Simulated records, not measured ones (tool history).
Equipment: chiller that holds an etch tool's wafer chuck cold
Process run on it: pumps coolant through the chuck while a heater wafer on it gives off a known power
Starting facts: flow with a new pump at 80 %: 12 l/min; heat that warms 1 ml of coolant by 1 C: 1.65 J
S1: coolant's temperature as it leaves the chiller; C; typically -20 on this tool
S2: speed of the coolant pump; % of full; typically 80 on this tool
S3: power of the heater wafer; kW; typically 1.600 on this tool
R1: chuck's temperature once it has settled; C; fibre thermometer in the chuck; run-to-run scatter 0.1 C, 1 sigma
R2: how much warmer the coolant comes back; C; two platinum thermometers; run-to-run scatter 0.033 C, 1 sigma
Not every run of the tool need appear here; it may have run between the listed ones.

Run 1, hour 0.0: usual settings. Result: R1 -2.0 C, R2 5.14 C.
At hour 52.9: chiller's thermometer calibrated.
Run 2, hour 148.4: usual settings. Result: R1 -2.1 C, R2 5.22 C.
Run 3, hour 235.3: usual settings but S3 1.171 kW. Result: R1 -6.7 C, R2 3.76 C.
Run 4, hour 321.4: usual settings. Result: R1 -1.9 C, R2 5.15 C.
Run 5, hour 463.8: usual settings but S3 1.090 kW. Result: R1 -7.6 C, R2 3.49 C.
Run 6, hour 546.2: usual settings but S3 1.229 kW. Result: R1 -6.1 C, R2 4.00 C.
Run 7, hour 607.6: usual settings but S3 1.229 kW. Result: R1 -5.9 C, R2 4.01 C.
Run 8, hour 741.3: usual settings but S3 1.229 kW. Result: R1 -5.9 C, R2 3.98 C.
Run 9, hour 867.1: usual settings but S3 1.229 kW. Result: R1 -6.0 C, R2 4.04 C.
Run 10, hour 957.8: usual settings but S1 -12 C, S2 79 % of full, S3 0.833 kW. Result: R1 -2.5 C, R2 2.78 C.
Run 11, hour 1051.9: usual settings but S1 -26 C, S2 74 % of full, S3 1.934 kW. Result: R1 -2.5 C, R2 6.88 C.
Run 12, hour 1136.3: usual settings but S3 1.765 kW. Result: R1 0.4 C, R2 5.75 C.
Run 13, hour 1283.9: usual settings but S3 1.765 kW. Result: R1 0.6 C, R2 5.82 C.
Run 14, hour 1355.8: usual settings but S3 1.765 kW. Result: R1 0.5 C, R2 5.72 C.
Run 15, hour 1485.0: usual settings but S1 -17 C, S2 64 % of full, S3 2.302 kW. Result: R1 14.3 C, R2 9.47 C.
Run 16, hour 1611.3: usual settings but S1 -17 C, S2 64 % of full, S3 2.302 kW. Result: R1 14.4 C, R2 9.51 C.

Run 17, settings as shown, results not yet in. Your forecast:
Run 17, hour 1723.7: usual settings but S2 65 % of full, S3 0.936 kW. Result: R1 ?, R2 ?.

Run 17 yielded R1 -7.2 C, R2 3.81 C.
Minus the tool's unlogged condition, the same run would have read R1 -8.5 C, R2 3.50 C.
